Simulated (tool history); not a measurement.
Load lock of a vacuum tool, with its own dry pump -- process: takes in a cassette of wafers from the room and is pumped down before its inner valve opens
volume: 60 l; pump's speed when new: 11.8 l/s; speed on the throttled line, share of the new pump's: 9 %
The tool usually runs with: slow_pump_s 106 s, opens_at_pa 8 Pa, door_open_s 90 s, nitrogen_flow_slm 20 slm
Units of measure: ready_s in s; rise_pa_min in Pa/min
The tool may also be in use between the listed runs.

| run | day | slow_pump_s | opens_at_pa | door_open_s | nitrogen_flow_slm | incoming humidity of the room's air, % | ready_s | rise_pa_min |
|---|---|---|---|---|---|---|---|---|
| 1 | 0 | 106 | 8 | 90 | 20 | 44.7 | 151.9 | 0.233 |
| 2 | 9.775 | 106 | 8 | 90 | 20 | 43.3 | 150.9 | 0.249 |
| 3 | 27.404 | 106 | 8 | 90 | 14 | 44.1 | 151.5 | 0.268 |
| 4 | 45.042 | 106 | 8 | 90 | 14 | 48 | 153.1 | 0.291 |
| 5 | 58.092 | 106 | 8 | 90 | 14 | 44.6 | 150 | 0.303 |
| 6 | 68.804 | 106 | 8 | 90 | 21 | 45.4 | 151.2 | 0.296 |
| 7 | 86.838 | 106 | 8 | 90 | 20 | 45.6 | 154.6 | 0.312 |
| 8 | 106.121 | 106 | 8 | 90 | 20 | 46.2 | 151.7 | 0.354 |
| 9 | 114.017 | 106 | 8 | 90 | 20 | 44.7 | 153.2 | 0.36 |
| 10 | 131.142 | 106 | 8 | 90 | 20 | 46.1 | 153.6 | 0.378 |
| 11 | 146.296 | 106 | 8 | 90 | 20 | 46.1 | 153.1 | 0.389 |
| 12 | 156.5 | 106 | 9 | 90 | 20 | 43 | 151.3 | 0.421 |
| 13 | 167.392 | 106 | 9 | 90 | 20 | 43.3 | 153.1 | 0.427 |
| 14 | 180.521 | 206 | 8 | 90 | 20 | 45.1 | 242.3 | 0.441 |
| 15 | 190.508 | 206 | 8 | 90 | 20 | 44.1 | 242 | 0.472 |
| 16 | 203.167 | 106 | 8 | 90 | 20 | 48 | 155 | 0.491 |
| 17 | 219.792 | 106 | 8 | 73 | 20 | 45.7 | 154.6 | 0.5 |
| 18 | 234.671 | 106 | 8 | 73 | 20 | 45.7 | 154.6 | 0.516 |
| 19 | 246.979 | 106 | 8 | 90 | 20 | 42.4 | 153.7 | 0.537 |
| 20 | 257.088 | 149 | 8 | 90 | 20 | 47.1 | 194 | 0.551 |
| 21 | 275.617 | 149 | 8 | 90 | 20 | 47.3 | 193.6 | 0.582 |
| 22 | 283.804 | 55 | 10 | 42 | 28 | 44.4 | 107.4 | 0.579 |
| 23 | 293.446 | 55 | 10 | 42 | 28 | 46.2 | 109.2 | 0.589 |
| 24 | 311.8 | 55 | 10 | 42 | 28 | 47.4 | 109.4 | 0.021 |
| 25 | 328.592 | 106 | 11 | 90 | 20 | 42.4 | 143.8 | 0.046 |
| 26 | 342.588 | 76 | 11 | 80 | 11 | 43 | 117 | 0.064 |
| 27 | 355.321 | 53 | 7 | 90 | 20 | 44.9 | 98.1 | 0.057 |
| 28 | 372.446 | 58 | 8 | 84 | 6 | 44.1 | 101.1 | 0.102 |
| 29 | 380.712 | 197 | 14 | 71 | 44 | 46.7 | 224.6 | 0.054 |
| 30 | 392.917 | 106 | 7 | 90 | 15 | 46.6 | 147.3 | 0.086 |
| 31 | 403.608 | 146 | 7 | 132 | 15 | 45.3 | 183.8 | 0.106 |
| 32 | 412.667 | 146 | 7 | 132 | 15 | 44.4 | 184.1 | 0.11 |
| 33 | 424.738 | 146 | 7 | 132 | 7 | 45.9 | 182.6 | 0.145 |
| 34 | 432.792 | 146 | 7 | 132 | 7 | 45.2 | 183.1 | 0.153 |
| 35 | 450.888 | 146 | 7 | 132 | 7 | 42.9 | 180.6 | 0.159 |
| 36 | 465.442 | 146 | 7 | 132 | 7 | 45.4 | 181.9 | 0.176 |
| 37 | 476.667 | 79 | 11 | 132 | 7 | 44.3 | 120.1 | 0.177 |
| 38 | 493.333 | 79 | 11 | 132 | 7 | 43.6 | 120.2 | 0.183 |

Missing from the log above: 2 entries noted between runs. For each, name the pair of listed runs it sits between and say how the tool's hidden condition differs from the listed run just before to the listed run just after:
Between runs 23 and 24: door's seal changed, seat wiped (day 296.496)
  pump's speed, % of a new pump's: 78.2 -> 77.9; leak at the door's seal, Pa l/s: 0.5759 -> 0.0061
  the result without the hidden state subtracted from the measured one, ready_s: +12 -> +12.1 s; rise_pa_min: +0.571 -> +0.005 Pa/min
Between runs 24 and 25: dry pump taken out, an overhauled one fitted (day 315.917)
  pump's speed, % of a new pump's: 77.9 -> 98.1; leak at the door's seal, Pa l/s: 0.0061 -> 0.0117
  the result without the hidden state subtracted from the measured one, ready_s: +12.1 -> +0.7 s; rise_pa_min: +0.005 -> +0.009 Pa/min

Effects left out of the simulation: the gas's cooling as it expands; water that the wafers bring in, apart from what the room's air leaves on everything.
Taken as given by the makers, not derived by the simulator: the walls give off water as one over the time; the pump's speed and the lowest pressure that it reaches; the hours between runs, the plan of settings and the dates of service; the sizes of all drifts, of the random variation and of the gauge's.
